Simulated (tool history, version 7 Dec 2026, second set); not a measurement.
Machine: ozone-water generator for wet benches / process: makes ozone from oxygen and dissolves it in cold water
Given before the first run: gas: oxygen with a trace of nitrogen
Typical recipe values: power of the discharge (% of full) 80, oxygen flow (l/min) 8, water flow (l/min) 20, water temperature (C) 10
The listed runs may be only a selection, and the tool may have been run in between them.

run	hour	power of the discharge (% of full)	oxygen flow (l/min)	water flow (l/min)	water temperature (C)	dissolved ozone (ppm)	ozone in the gas ahead of the water (g/m3)
1	0	80	8	20	10	44.5	288.7
2	37	80	8	20	10	44.2	290.3
3	87.1	80	8	20	10	44.9	291.1
4	129.8	80	8	32	10	30.2	287.9
# hour 138.5: contactor cleaned
5	162.7	80	8	20	10	44.7	287.2
6	196.8	80	8	20	10	44.1	287.2
7	221.7	80	8	20	10	44.7	287.8
8	263.4	80	7.41	20	10	43.6	299.5
9	315.2	80	8	20	10	44.1	288.1
10	358	80	8	20	10	44.4	284.8
11	389.4	80	8	20	10	44.5	286.8
12	429	80	8	20	10	44.2	285.4
13	454.8	80	8	20	5	47.4	284.8
14	498.1	80	8	20	5	48.1	282.8
15	533	80	8	20	5	48.1	282.5
16	561.4	80	8	20	5	47.8	284.9
17	610.7	80	8	20	5	47.5	285
18	663.6	80	7.62	20	10	44.2	292.1
19	691	67	4.36	12	10	57.8	345.4
20	742.6	77	13.68	12	10	54.6	208.1
# hour 750.3: gauge calibrated
21	788.2	52	8	20	13	31.9	222.5
22	827.2	75	11.42	13	12	50.8	231.2
23	881.3	43	8	20	7	31.3	195.4
24	904.6	43	8	20	7	31.6	195.2
25	936.5	54	4.7	27	17	24	294.9
26	964	91	11.12	15	14	52.3	261.3
27	999.6	48	11.23	18	8	35.1	175.7
28	1037.3	80	4.06	15	10	53.8	411.5
29	1069.1	50	8.45	31	10	23.2	206.8

Branching from run 29: 4 alternative next runs. What would each branch give?
A	1106.7	50	8.45	29	10	?	?
B	1106.7	50	8.45	28	10	?	?
C	1106.7	42	5.44	20	9	?	?
D	1106.7	50	13.6	17	6	?	?

run	dissolved ozone (ppm)	ozone in the gas ahead of the water (g/m3)
A	24.6	206.2
B	25.5	207.1
C	29.6	233.6
D	37.7	161.3
Had the tool no hidden state, the same runs would have come out as:
run	dissolved ozone (ppm)	ozone in the gas ahead of the water (g/m3)
A	24.6	209
B	25.5	209.9
C	29.6	236.8
D	37.7	163.5

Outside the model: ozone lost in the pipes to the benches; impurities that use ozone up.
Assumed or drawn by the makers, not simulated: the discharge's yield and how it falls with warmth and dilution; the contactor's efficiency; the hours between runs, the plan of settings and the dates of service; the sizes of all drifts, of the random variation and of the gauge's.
